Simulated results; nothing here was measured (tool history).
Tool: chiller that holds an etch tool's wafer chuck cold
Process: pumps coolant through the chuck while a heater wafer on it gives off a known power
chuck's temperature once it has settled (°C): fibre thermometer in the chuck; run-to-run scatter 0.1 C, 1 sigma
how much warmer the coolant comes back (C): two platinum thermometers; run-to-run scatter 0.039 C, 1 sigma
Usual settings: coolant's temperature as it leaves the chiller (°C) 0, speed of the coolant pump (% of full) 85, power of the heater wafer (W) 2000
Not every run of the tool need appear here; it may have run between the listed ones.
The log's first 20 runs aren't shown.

| run | hour | coolant's temperature as it leaves the chiller (°C) | speed of the coolant pump (% of full) | power of the heater wafer (W) | chuck's temperature once it has settled (°C) | how much warmer the coolant comes back (C) |
|---|---|---|---|---|---|---|
| 21 | 1104.7 | -9 | 87 | 1662 | 7.1 | 7.34 |
| 22 | 1169.1 | 10 | 85 | 1016 | 20.2 | 4.75 |
| 23 | 1211.1 | 10 | 85 | 1016 | 19.9 | 4.7 |
| 24 | 1259.9 | 3 | 73 | 1016 | 14.5 | 5.47 |
| 25 | 1312.6 | 3 | 73 | 1016 | 14.7 | 5.47 |
|  | 1348.6 | coolant changed, channels flushed |
| 26 | 1378.2 | 3 | 73 | 1016 | 14.4 | 5.52 |
| 27 | 1426.6 | -6 | 64 | 1871 | 18.2 | 11.11 |
|  | 1453.7 | gauge calibrated |
| 28 | 1478.1 | -6 | 64 | 1871 | 18 | 10.68 |
| 29 | 1523 | -8 | 65 | 2802 | 27.4 | 15.67 |
| 30 | 1587.1 | 3 | 75 | 1786 | 22.8 | 8.76 |
| 31 | 1617.9 | 1 | 78 | 2458 | 27.5 | 11.55 |

Branching from run 31: 4 alternative next runs. What would each branch give?
| A | 1668.7 | -2 | 93 | 1343 | ? | ? |
| B | 1668.7 | 0 | 91 | 2000 | ? | ? |
| C | 1668.7 | -4 | 80 | 1559 | ? | ? |
| D | 1668.7 | -3 | 63 | 2000 | ? | ? |

| run | chuck's temperature once it has settled (°C) | how much warmer the coolant comes back (C) |
|---|---|---|
| A | 10.4 | 5.3 |
| B | 18.9 | 8.03 |
| C | 12.4 | 7.11 |
| D | 23 | 11.63 |
With no hidden state in the tool, these same runs would have given:
| run | chuck's temperature once it has settled (°C) | how much warmer the coolant comes back (C) |
|---|---|---|
| A | 10.4 | 5.24 |
| B | 18.9 | 7.97 |
| C | 12.4 | 7.05 |
| D | 23 | 11.56 |
